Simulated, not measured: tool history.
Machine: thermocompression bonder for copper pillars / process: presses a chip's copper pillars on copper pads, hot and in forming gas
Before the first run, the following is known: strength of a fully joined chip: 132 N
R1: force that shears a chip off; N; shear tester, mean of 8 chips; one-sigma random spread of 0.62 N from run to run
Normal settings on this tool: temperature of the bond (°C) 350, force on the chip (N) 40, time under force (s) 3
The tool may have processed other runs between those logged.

run 1 day=0.000 | temperature_of_the_bond_(°C)=350 force_on_the_chip_(N)=40 time_under_force_(s)=3 | R1=57.8
run 2 day=3.654 | temperature_of_the_bond_(°C)=350 force_on_the_chip_(N)=40 time_under_force_(s)=3 | R1=54.7
-- day=6.662 forming gas filter changed
run 3 day=7.075 | temperature_of_the_bond_(°C)=350 force_on_the_chip_(N)=40 time_under_force_(s)=3 | R1=61.7
-- day=9.250 heater calibrated with a thermocouple chip
run 4 day=10.117 | temperature_of_the_bond_(°C)=350 force_on_the_chip_(N)=40 time_under_force_(s)=3 | R1=53.0
run 5 day=12.575 | temperature_of_the_bond_(°C)=350 force_on_the_chip_(N)=40 time_under_force_(s)=3 | R1=51.4
run 6 day=16.808 | temperature_of_the_bond_(°C)=350 force_on_the_chip_(N)=40 time_under_force_(s)=3 | R1=49.8
-- day=17.542 forming gas filter changed
run 7 day=18.554 | temperature_of_the_bond_(°C)=350 force_on_the_chip_(N)=40 time_under_force_(s)=3 | R1=54.8
run 8 day=21.125 | temperature_of_the_bond_(°C)=350 force_on_the_chip_(N)=40 time_under_force_(s)=3 | R1=54.1
run 9 day=23.842 | temperature_of_the_bond_(°C)=350 force_on_the_chip_(N)=40 time_under_force_(s)=3 | R1=52.5
run 10 day=25.604 | temperature_of_the_bond_(°C)=350 force_on_the_chip_(N)=43 time_under_force_(s)=3 | R1=53.4
-- day=28.429 forming gas filter changed
run 11 day=29.804 | temperature_of_the_bond_(°C)=350 force_on_the_chip_(N)=40 time_under_force_(s)=8 | R1=79.6
run 12 day=33.004 | temperature_of_the_bond_(°C)=350 force_on_the_chip_(N)=40 time_under_force_(s)=2 | R1=46.7
run 13 day=37.029 | temperature_of_the_bond_(°C)=350 force_on_the_chip_(N)=40 time_under_force_(s)=3 | R1=52.5
-- day=39.433 forming gas filter changed
run 14 day=40.121 | temperature_of_the_bond_(°C)=350 force_on_the_chip_(N)=40 time_under_force_(s)=3 | R1=59.1
run 15 day=44.312 | temperature_of_the_bond_(°C)=350 force_on_the_chip_(N)=40 time_under_force_(s)=3 | R1=55.7
run 16 day=46.833 | temperature_of_the_bond_(°C)=350 force_on_the_chip_(N)=40 time_under_force_(s)=3 | R1=55.1
run 17 day=49.642 | temperature_of_the_bond_(°C)=350 force_on_the_chip_(N)=40 time_under_force_(s)=3 | R1=54.7
-- day=50.375 forming gas filter changed
run 18 day=51.917 | temperature_of_the_bond_(°C)=350 force_on_the_chip_(N)=40 time_under_force_(s)=3 | R1=60.2

For run 19, what comes out?
run 19 day=54.783 | temperature_of_the_bond_(°C)=343 force_on_the_chip_(N)=40 time_under_force_(s)=4 | R1=?

Run 19 gave R1 59.7 N.
If the tool had no hidden condition, the same run with the same run-to-run variation would have returned R1 54.8 N.
